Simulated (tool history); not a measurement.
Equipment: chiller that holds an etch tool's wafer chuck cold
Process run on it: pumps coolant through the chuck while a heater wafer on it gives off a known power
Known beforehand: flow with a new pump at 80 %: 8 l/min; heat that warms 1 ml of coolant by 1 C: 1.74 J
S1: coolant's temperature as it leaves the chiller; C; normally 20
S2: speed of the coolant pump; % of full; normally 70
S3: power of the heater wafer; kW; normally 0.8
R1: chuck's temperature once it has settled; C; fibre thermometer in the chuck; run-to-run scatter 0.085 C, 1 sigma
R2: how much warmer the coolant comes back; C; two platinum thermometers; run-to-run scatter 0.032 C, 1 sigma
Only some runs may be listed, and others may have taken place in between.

| run | day | S1 | S2 | S3 | R1 | R2 |
|---|---|---|---|---|---|---|
| 1 | 0 | 20 | 70 | 0.8 | 27.36 | 4.05 |
| 2 | 4.75 | 20 | 70 | 0.8 | 27.3 | 4.01 |
| 3 | 8.238 | 20 | 70 | 0.8 | 27.5 | 4.09 |
| 4 | 12.142 | 20 | 70 | 0.8 | 27.37 | 4.01 |
| 5 | 17.279 | 20 | 70 | 0.414 | 23.92 | 2.06 |
| 6 | 19.425 | 20 | 70 | 0.523 | 24.84 | 2.61 |
| 7 | 22.342 | 20 | 70 | 0.547 | 25.2 | 2.74 |
|  | 27.421 | chiller's thermometer calibrated |
| 8 | 27.421 | 20 | 70 | 0.547 | 25.06 | 2.76 |
| 9 | 29.633 | 20 | 70 | 0.547 | 25.02 | 2.76 |
| 10 | 33.258 | 20 | 98 | 0.8 | 25.6 | 2.79 |
| 11 | 37.246 | 20 | 98 | 0.8 | 25.59 | 2.76 |
| 12 | 40.617 | 20 | 98 | 0.8 | 25.73 | 2.71 |
| 13 | 44.288 | 20 | 70 | 0.876 | 28.01 | 4.37 |
| 14 | 46.375 | 20 | 70 | 0.8 | 27.47 | 4.01 |
| 15 | 50.592 | 20 | 70 | 0.8 | 27.48 | 4.04 |
| 16 | 52.804 | 20 | 70 | 0.8 | 27.59 | 3.97 |
| 17 | 56.729 | 20 | 76 | 0.906 | 27.85 | 4.16 |
| 18 | 60.667 | 20 | 76 | 0.906 | 27.9 | 4.13 |
| 19 | 63.792 | 20 | 61 | 0.527 | 25.42 | 3.13 |
| 20 | 66.338 | 20 | 75 | 0.453 | 23.99 | 2.08 |
| 21 | 70.429 | 12 | 70 | 0.683 | 18.4 | 3.39 |
| 22 | 72.604 | 12 | 70 | 0.683 | 18.35 | 3.46 |
| 23 | 76.196 | 12 | 61 | 1.096 | 23.65 | 6.44 |
| 24 | 78.404 | 18 | 73 | 0.802 | 25.3 | 3.81 |
| 25 | 81.558 | 18 | 73 | 0.802 | 25.22 | 3.84 |

What does the tool deliver on the next run?
| 26 | 83.775 | 18 | 73 | 0.802 | ? | ? |

{"run 26": {"R1": 25.3, "R2": 3.84}}
If the tool had no hidden condition, the same run with the same run-to-run variation would have returned R1 25.28 C, R2 3.83 C.

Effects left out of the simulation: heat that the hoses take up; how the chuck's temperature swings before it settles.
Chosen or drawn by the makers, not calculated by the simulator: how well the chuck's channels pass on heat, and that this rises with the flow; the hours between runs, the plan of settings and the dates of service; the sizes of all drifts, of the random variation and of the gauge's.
